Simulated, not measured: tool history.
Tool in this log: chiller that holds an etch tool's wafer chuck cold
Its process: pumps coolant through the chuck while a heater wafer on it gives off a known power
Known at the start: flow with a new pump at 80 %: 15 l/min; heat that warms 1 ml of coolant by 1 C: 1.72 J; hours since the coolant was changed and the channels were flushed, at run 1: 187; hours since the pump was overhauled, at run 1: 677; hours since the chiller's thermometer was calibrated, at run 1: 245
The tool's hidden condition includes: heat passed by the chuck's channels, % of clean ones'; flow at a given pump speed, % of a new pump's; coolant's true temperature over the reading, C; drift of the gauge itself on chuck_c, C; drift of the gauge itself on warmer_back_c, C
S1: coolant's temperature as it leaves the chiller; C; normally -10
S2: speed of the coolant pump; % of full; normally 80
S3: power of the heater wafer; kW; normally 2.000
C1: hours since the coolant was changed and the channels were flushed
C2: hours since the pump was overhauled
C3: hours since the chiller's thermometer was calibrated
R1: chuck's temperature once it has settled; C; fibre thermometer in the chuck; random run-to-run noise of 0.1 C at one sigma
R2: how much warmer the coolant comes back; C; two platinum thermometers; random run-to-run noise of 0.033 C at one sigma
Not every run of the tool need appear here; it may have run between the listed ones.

Run 1, hour 0.0: usual settings; C1 187; C2 677; C3 245. Result: R1 6.6 C, R2 4.69 C.
Run 2, hour 58.3: usual settings; C1 245; C2 735; C3 303. Result: R1 6.5 C, R2 4.63 C.
Run 3, hour 97.6: usual settings but S3 1.887 kW; C1 285; C2 774; C3 343. Result: R1 5.4 C, R2 4.34 C.
Run 4, hour 132.0: usual settings; C1 319; C2 809; C3 377. Result: R1 6.4 C, R2 4.66 C.
Run 5, hour 161.4: usual settings; C1 348; C2 838; C3 406. Result: R1 6.5 C, R2 4.61 C.
Run 6, hour 194.2: usual settings but S1 -13 C; C1 381; C2 871; C3 439. Result: R1 3.3 C, R2 4.62 C.
Run 7, hour 225.6: usual settings but S1 -13 C; C1 413; C2 902; C3 471. Result: R1 3.4 C, R2 4.60 C.
Run 8, hour 252.5: usual settings but S1 -9 C; C1 440; C2 929; C3 497. Result: R1 7.5 C, R2 4.61 C.
Run 9, hour 298.4: usual settings but S2 74 % of full, S3 2.023 kW; C1 486; C2 975; C3 543. Result: R1 7.5 C, R2 5.13 C.
Run 10, hour 347.5: usual settings but S1 -17 C, S2 84 % of full, S3 2.576 kW; C1 535; C2 1024; C3 593. Result: R1 3.8 C, R2 5.67 C.
Run 11, hour 388.8: usual settings but S1 -9 C, S2 98 % of full, S3 1.738 kW; C1 576; C2 1065; C3 634. Result: R1 4.0 C, R2 3.22 C.
Run 12, hour 439.0: usual settings but S1 -14 C, S2 78 % of full, S3 1.121 kW; C1 626; C2 1115; C3 684. Result: R1 -4.5 C, R2 2.66 C.

Expected results for the next run?
Run 13, hour 503.8: usual settings but S1 -13 C, S2 96 % of full, S3 1.164 kW; C1 691; C2 1180; C3 749. Result: R1 ?, R2 ?.

For run 13 the tool returned R1 -4.3 C, R2 2.16 C.
With the hidden condition absent and the run-to-run variation left alone, this run would have shown R1 -4.3 C, R2 2.24 C.

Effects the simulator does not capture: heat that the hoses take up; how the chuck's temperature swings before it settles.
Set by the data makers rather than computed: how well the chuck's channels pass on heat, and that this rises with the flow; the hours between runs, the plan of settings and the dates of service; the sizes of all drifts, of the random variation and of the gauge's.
